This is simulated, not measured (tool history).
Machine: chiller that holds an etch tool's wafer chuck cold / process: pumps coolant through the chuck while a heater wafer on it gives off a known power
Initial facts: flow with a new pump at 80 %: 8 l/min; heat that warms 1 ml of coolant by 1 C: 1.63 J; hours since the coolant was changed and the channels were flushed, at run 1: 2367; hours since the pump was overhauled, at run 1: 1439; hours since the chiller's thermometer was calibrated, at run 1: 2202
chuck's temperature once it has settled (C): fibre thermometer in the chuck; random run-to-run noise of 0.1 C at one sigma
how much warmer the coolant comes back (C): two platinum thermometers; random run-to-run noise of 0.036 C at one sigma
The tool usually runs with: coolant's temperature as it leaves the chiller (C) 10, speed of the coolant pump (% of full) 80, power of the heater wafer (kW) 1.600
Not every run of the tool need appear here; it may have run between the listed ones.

| run | hour | coolant's temperature as it leaves the chiller (C) | speed of the coolant pump (% of full) | power of the heater wafer (kW) | hours since the coolant was changed and the channels were flushed | hours since the pump was overhauled | hours since the chiller's thermometer was calibrated | chuck's temperature once it has settled (C) | how much warmer the coolant comes back (C) |
|---|---|---|---|---|---|---|---|---|---|
| 1 | 0.0 | 10 | 80 | 1.600 | 2367 | 1439 | 2202 | 26.2 | 7.42 |
| 2 | 113.9 | 10 | 80 | 1.600 | 2480 | 1553 | 2315 | 26.2 | 7.28 |
| 3 | 215.8 | 10 | 80 | 1.937 | 2582 | 1655 | 2417 | 29.7 | 8.89 |
| 4 | 293.5 | 13 | 80 | 1.600 | 2660 | 1733 | 2495 | 29.4 | 7.32 |
| 5 | 396.9 | 10 | 73 | 1.600 | 2763 | 1836 | 2599 | 27.6 | 8.02 |
| 6 | 524.2 | 10 | 80 | 1.600 | 2891 | 1963 | 2726 | 26.4 | 7.23 |
| 7 | 596.7 | 7 | 80 | 1.600 | 2963 | 2036 | 2798 | 23.2 | 7.21 |
| 8 | 653.6 | 1 | 73 | 1.600 | 3020 | 2093 | 2855 | 18.6 | 8.05 |
| 9 | 763.5 | 19 | 80 | 1.359 | 3130 | 2203 | 2965 | 32.8 | 6.11 |
| 10 | 830.2 | 14 | 80 | 1.301 | 3197 | 2269 | 3032 | 27.3 | 5.84 |
| 11 | 900.3 | 14 | 80 | 1.782 | 3267 | 2339 | 3102 | 32.2 | 8.11 |
| 12 | 976.4 | 14 | 80 | 1.600 | 3343 | 2415 | 3178 | 30.4 | 7.19 |
| 13 | 1073.7 | 5 | 66 | 0.927 | 3440 | 2513 | 3275 | 16.2 | 5.04 |
| 14 | 1188.3 | 10 | 74 | 0.922 | 3555 | 2627 | 3390 | 20.2 | 4.41 |

Below, some changes in how much warmer the coolant comes back (C) between adjacent runs. For each, the amount present without the hidden state too (settings, incoming material, random variation) and the amount remaining for the hidden state with gauge scatter not shared by both compared results:
What the log doesn't record here: heat passed by the chuck's channels, % of clean ones'; flow at a given pump speed, % of a new pump's; coolant's true temperature over the reading, C; drift of the gauge itself on chuck_c, C; drift of the gauge itself on warmer_back_c, C.
Run 1 -> 2: settings left as they were, no log entry in between. how much warmer the coolant comes back (C) -0.14: hidden state -0.03, all else -0.11.
Run 10 -> 11: power of the heater wafer (kW) 1.301 -> 1.782. how much warmer the coolant comes back (C) +2.27: hidden state -0.01, all else +2.28.

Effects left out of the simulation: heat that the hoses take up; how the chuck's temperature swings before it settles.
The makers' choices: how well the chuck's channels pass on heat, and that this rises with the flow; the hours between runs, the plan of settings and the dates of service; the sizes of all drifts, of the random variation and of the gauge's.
